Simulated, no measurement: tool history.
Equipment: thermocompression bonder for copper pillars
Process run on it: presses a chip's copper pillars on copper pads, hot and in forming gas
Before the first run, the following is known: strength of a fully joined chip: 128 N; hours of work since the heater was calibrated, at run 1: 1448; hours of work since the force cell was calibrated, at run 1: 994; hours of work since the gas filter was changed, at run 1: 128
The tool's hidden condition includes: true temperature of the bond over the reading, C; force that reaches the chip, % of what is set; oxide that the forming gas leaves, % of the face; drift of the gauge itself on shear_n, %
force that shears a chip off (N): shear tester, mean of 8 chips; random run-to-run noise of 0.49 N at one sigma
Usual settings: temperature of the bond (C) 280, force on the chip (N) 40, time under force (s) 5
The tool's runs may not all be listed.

| run | hour | temperature of the bond (C) | force on the chip (N) | time under force (s) | hours of work since the heater was calibrated | hours of work since the force cell was calibrated | hours of work since the gas filter was changed | force that shears a chip off (N) |
|---|---|---|---|---|---|---|---|---|
| 1 | 0 | 280 | 40 | 5 | 1448 | 994 | 128 | 80.3 |
| 2 | 65.6 | 263 | 40 | 5 | 1490 | 1036 | 170 | 70.9 |
| 3 | 105.8 | 263 | 40 | 4 | 1515 | 1062 | 196 | 66.5 |
| 4 | 159 | 296 | 40 | 5 | 1550 | 1096 | 230 | 90.5 |
|  | 183.1 | heater calibrated with a thermocouple chip |
| 5 | 214.8 | 296 | 29 | 5 | 20 | 1131 | 264 | 69 |
| 6 | 266.1 | 296 | 29 | 5 | 53 | 1164 | 297 | 68.1 |
| 7 | 301.2 | 280 | 40 | 5 | 76 | 1186 | 320 | 80.2 |
| 8 | 333.9 | 280 | 40 | 5 | 97 | 1207 | 341 | 80.7 |
| 9 | 391.6 | 267 | 40 | 5 | 134 | 1244 | 378 | 74 |
| 10 | 439.5 | 267 | 40 | 5 | 165 | 1275 | 409 | 73.2 |
| 11 | 479.9 | 267 | 57 | 5 | 191 | 1301 | 435 | 97.5 |
|  | 512.3 | forming gas filter changed |
| 12 | 545.6 | 267 | 57 | 5 | 233 | 1343 | 21 | 97.4 |
| 13 | 589.1 | 267 | 57 | 5 | 261 | 1371 | 49 | 95.1 |
| 14 | 640.5 | 267 | 57 | 5 | 294 | 1404 | 82 | 95.6 |
| 15 | 693.2 | 267 | 57 | 5 | 327 | 1438 | 116 | 95.6 |
| 16 | 756.2 | 285 | 44 | 3 | 368 | 1478 | 157 | 77.5 |
| 17 | 801.2 | 296 | 44 | 10 | 397 | 1507 | 186 | 110 |
| 18 | 855.9 | 296 | 25 | 4 | 432 | 1542 | 221 | 54.3 |
| 19 | 903.6 | 296 | 25 | 4 | 463 | 1573 | 251 | 53.9 |
| 20 | 945.3 | 267 | 25 | 5 | 489 | 1600 | 278 | 45.9 |
| 21 | 985.3 | 267 | 25 | 5 | 515 | 1626 | 304 | 45.6 |
| 22 | 1021.6 | 307 | 40 | 5 | 538 | 1649 | 327 | 94.7 |
| 23 | 1061.7 | 278 | 40 | 14 | 564 | 1675 | 353 | 102.1 |
| 24 | 1109.8 | 285 | 28 | 5 | 595 | 1706 | 384 | 60.6 |
| 25 | 1140.4 | 280 | 40 | 12 | 615 | 1725 | 404 | 101.4 |
| 26 | 1181.5 | 252 | 40 | 5 | 641 | 1752 | 430 | 65.1 |
|  | 1221.2 | forming gas filter changed |
| 27 | 1230.7 | 295 | 25 | 5 | 672 | 1783 | 6 | 58.9 |
| 28 | 1271.4 | 268 | 45 | 14 | 699 | 1809 | 32 | 104.9 |

What does the tool deliver on the next run?
| 29 | 1299.9 | 268 | 49 | 13 | 717 | 1827 | 51 | ? |

force that shears a chip off (N): 107.5
With no hidden state in the tool, this same run would have given force that shears a chip off (N) 107.5.
